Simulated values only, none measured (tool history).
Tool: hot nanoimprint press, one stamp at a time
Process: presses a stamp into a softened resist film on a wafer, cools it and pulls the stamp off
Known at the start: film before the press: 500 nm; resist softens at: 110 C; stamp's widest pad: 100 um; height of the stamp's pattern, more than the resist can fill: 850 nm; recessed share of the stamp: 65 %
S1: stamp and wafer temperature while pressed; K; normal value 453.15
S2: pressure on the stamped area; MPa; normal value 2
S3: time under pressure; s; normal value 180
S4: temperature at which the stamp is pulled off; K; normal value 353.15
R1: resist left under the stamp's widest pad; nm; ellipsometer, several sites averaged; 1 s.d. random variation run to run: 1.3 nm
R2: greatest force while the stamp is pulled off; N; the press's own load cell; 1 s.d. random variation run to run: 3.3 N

run 1 hour=0 | S1=453.15 S2=2 S3=180 S4=353.15 | R1=208.2 R2=189
run 2 hour=92.2 | S1=453.15 S2=2.2 S3=180 S4=353.15 | R1=198.9 R2=191
-- hour=134.7 plate thermocouple calibrated
run 3 hour=138.9 | S1=453.15 S2=2 S3=138 S4=353.15 | R1=226.6 R2=185
run 4 hour=196.2 | S1=453.15 S2=2.4 S3=180 S4=353.15 | R1=187.4 R2=191
run 5 hour=276.3 | S1=453.15 S2=2.4 S3=180 S4=353.15 | R1=186.7 R2=194
run 6 hour=318.9 | S1=453.15 S2=2 S3=180 S4=353.15 | R1=204.9 R2=201
-- hour=328.3 plate thermocouple calibrated, once more
run 7 hour=400.3 | S1=453.15 S2=2 S3=180 S4=353.15 | R1=220.1 R2=202
-- hour=422.5 stamp cleaned and given a new release coat
run 8 hour=468.7 | S1=453.15 S2=2 S3=180 S4=353.15 | R1=220.3 R2=183
run 9 hour=519.3 | S1=453.15 S2=2 S3=180 S4=353.15 | R1=216.6 R2=180
run 10 hour=585.5 | S1=463.15 S2=2 S3=180 S4=353.15 | R1=130.1 R2=185
-- hour=615 press's hydraulic seals changed and the load cell set to zero
run 11 hour=689.6 | S1=463.15 S2=2 S3=180 S4=353.15 | R1=126.4 R2=188
run 12 hour=755.2 | S1=463.15 S2=2 S3=180 S4=353.15 | R1=127.4 R2=194
run 13 hour=799 | S1=463.15 S2=2 S3=180 S4=353.15 | R1=124.3 R2=194
run 14 hour=890.2 | S1=453.15 S2=2.76 S3=180 S4=343.15 | R1=179.7 R2=227
run 15 hour=931.6 | S1=453.15 S2=2.76 S3=180 S4=343.15 | R1=178.2 R2=224
run 16 hour=980.9 | S1=453.15 S2=1.66 S3=180 S4=343.15 | R1=228.1 R2=232
run 17 hour=1030.9 | S1=457.15 S2=1.66 S3=92 S4=343.15 | R1=238.2 R2=234
-- hour=1055.1 stamp cleaned and given a new release coat
run 18 hour=1114.4 | S1=457.15 S2=1.66 S3=105 S4=358.15 | R1=225.8 R2=161
run 19 hour=1165.2 | S1=451.15 S2=2.51 S3=333 S4=353.15 | R1=161.3 R2=184
run 20 hour=1222.8 | S1=451.15 S2=2.51 S3=333 S4=353.15 | R1=162.9 R2=187
-- hour=1308.1 plate thermocouple calibrated
run 21 hour=1318.1 | S1=462.15 S2=2.11 S3=180 S4=354.15 | R1=133.9 R2=185
run 22 hour=1390.6 | S1=462.15 S2=2.11 S3=180 S4=354.15 | R1=133.6 R2=186
run 23 hour=1472.2 | S1=451.15 S2=2.37 S3=329 S4=343.15 | R1=178.1 R2=227
run 24 hour=1544.9 | S1=451.15 S2=1.33 S3=329 S4=343.15 | R1=236.5 R2=233
run 25 hour=1617 | S1=451.15 S2=1.33 S3=329 S4=343.15 | R1=237.6 R2=236
-- hour=1683.5 stamp cleaned and given a new release coat
run 26 hour=1712.2 | S1=461.15 S2=2 S3=180 S4=345.15 | R1=144 R2=206

Alternative continuations, all from the tool just after run 26; predict every row:
-- hour=1752.5 press's hydraulic seals changed and the load cell set to zero
run A hour=1803.3 | S1=461.15 S2=2 S3=180 S4=359.15 | R1=? R2=?
-- hour=1752.5 press's hydraulic seals changed and the load cell set to zero
run B hour=1803.3 | S1=461.15 S2=1.4 S3=97 S4=353.15 | R1=? R2=?
-- hour=1752.5 press's hydraulic seals changed and the load cell set to zero
run C hour=1803.3 | S1=449.15 S2=1.28 S3=174 S4=345.15 | R1=? R2=?
-- hour=1752.5 press's hydraulic seals changed and the load cell set to zero
run D hour=1803.3 | S1=453.15 S2=2 S3=180 S4=341.15 | R1=? R2=?

run=A R1=139.1 R2=166
run=B R1=214.7 R2=188
run=C R1=314.9 R2=207
run=D R1=212.7 R2=214
Stripped of hidden state, with their random variation kept, the same runs would have yielded:
run=A R1=142.2 R2=164
run=B R1=219.3 R2=185
run=C R1=320.8 R2=204
run=D R1=217.6 R2=211

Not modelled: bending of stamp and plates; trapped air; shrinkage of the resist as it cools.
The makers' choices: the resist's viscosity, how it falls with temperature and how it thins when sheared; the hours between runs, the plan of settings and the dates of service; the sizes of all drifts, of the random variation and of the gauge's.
